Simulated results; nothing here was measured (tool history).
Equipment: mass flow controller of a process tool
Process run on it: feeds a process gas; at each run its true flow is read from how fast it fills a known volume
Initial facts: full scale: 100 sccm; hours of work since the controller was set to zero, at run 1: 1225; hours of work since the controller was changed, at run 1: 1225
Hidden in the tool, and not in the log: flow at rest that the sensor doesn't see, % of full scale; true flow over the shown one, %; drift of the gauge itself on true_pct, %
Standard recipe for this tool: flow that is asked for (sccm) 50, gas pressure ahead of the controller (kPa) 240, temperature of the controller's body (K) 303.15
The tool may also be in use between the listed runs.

run	hour	flow that is asked for (sccm)	gas pressure ahead of the controller (kPa)	temperature of the controller's body (K)	hours of work since the controller was set to zero	hours of work since the controller was changed	true flow (%)
1	0.0	50	240	303.15	1225	1225	99.00
2	87.3	50	240	303.15	1285	1285	98.80
3	227.6	50	240	303.15	1382	1382	98.73
4	344.0	50	240	303.15	1462	1462	98.85
5	416.4	50	240	303.15	1512	1512	98.81
6	568.8	50	240	303.15	1618	1618	98.80
7	636.4	50	240	303.15	1664	1664	98.61
8	713.4	50	240	307.15	1717	1717	99.04
9	852.6	99	240	303.15	1813	1813	99.91
10	918.5	99	240	303.15	1859	1859	99.92
11	1005.5	99	240	303.15	1919	1919	99.96
12	1086.9	99	240	303.15	1975	1975	99.92
13	1184.1	50	240	303.15	2042	2042	98.63
14	1298.6	50	240	303.15	2121	2121	98.55
15	1428.1	23	240	303.15	2211	2211	97.52
# hour 1439.3: controller's zero set anew
16	1581.0	23	240	303.15	98	2316	97.18
# hour 1692.5: controller's zero set anew, once more
17	1727.5	23	240	303.15	24	2417	98.31
18	1826.0	50	240	303.15	92	2485	99.07
19	1959.2	15	204	303.15	184	2577	98.08
20	2067.1	50	198	298.15	259	2651	98.69
21	2193.8	50	198	298.15	346	2739	98.73
22	2280.9	78	213	303.15	406	2799	99.63
23	2417.9	10	240	307.15	501	2893	97.63
24	2571.7	10	240	307.15	607	3000	97.55
25	2647.8	18	240	305.15	659	3052	97.84
26	2780.5	50	164	307.15	751	3144	99.43
27	2920.3	50	164	307.15	848	3240	99.24
28	3021.0	49	177	301.15	917	3310	98.67
29	3146.7	33	258	301.15	1004	3397	97.93
30	3252.6	13	258	298.15	1077	3470	96.70
31	3359.8	50	223	293.15	1151	3544	97.92
32	3486.3	21	214	303.15	1238	3631	97.63
33	3568.3	21	214	303.15	1295	3688	97.63
34	3694.5	29	185	302.15	1382	3775	98.00
35	3796.5	33	185	302.15	1453	3845	98.15

5 ways to go on from here, each from the tool as it stands after run 35. What would each give?
A	3917.7	28	240	303.15	1536	3929	?
B	3917.7	15	273	302.15	1536	3929	?
C	3917.7	58	267	297.15	1536	3929	?
D	3917.7	13	277	302.15	1536	3929	?
E	3917.7	50	151	298.15	1536	3929	?

run	true flow (%)
A	97.89
B	96.84
C	98.20
D	96.50
E	98.51
Take away the tool's hidden state, keep each run's random variation, and the runs would have read:
run	true flow (%)
A	98.84
B	98.38
C	98.80
D	98.23
E	99.16

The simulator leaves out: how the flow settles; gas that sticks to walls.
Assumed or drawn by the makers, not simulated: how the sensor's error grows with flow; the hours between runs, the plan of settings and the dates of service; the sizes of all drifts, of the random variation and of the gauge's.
